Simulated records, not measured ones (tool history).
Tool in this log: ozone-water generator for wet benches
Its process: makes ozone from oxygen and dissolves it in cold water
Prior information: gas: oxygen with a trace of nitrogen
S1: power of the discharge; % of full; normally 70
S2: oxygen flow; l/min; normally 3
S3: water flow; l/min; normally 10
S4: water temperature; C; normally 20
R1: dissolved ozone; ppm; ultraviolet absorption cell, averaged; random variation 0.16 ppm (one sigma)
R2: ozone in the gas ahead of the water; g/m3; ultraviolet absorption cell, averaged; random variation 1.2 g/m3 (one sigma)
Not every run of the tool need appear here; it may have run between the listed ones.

run     day  S1    S2  S3  S4    R1     R2
  1       0  70     3  10  20  20.7  209.8
  2   1.521  70     3  10  13  23.1  207.9
  3   3.317  70     3  10  13  23.1  208.4
  4   4.521  70     3  10  13  22.9  207.8
  5   5.562  70     3  10  13  22.8  207.3
  6   7.275  70     3  10  13    23  206.3
  7   8.183  70     3  10  13  22.7  207.5
  8   9.146  70     3  10  13  22.8  207.2
  9   10.65  59     3  10  12  20.4  184.7
 10  12.104  70  5.32   8  20  23.2  158.8
 11  13.454  70  2.15  10  23    19  243.5
 12  14.442  70  2.15  11  17  19.2  243.7
 13  16.054  70  4.44  11  17  20.2  171.5

Forecast each of these 4 alternatives for the next run:
  A  17.45  70  4.44   7  15   ?   ?
  B  17.45  70  2.78   9  20   ?   ?
  C  17.45  70  4.44   7  26   ?   ?
  D  17.45  43  4.44  13  17   ?   ?

run    R1     R2
  A  28.3  171.8
  B  22.2  213.9
  C  22.2  171.9
  D  12.8  126.1
Take away the tool's hidden state, keep each run's random variation, and the runs would have read:
run    R1     R2
  A  29.5  172.4
  B  23.2  214.6
  C  23.1  172.5
  D  13.4  126.4
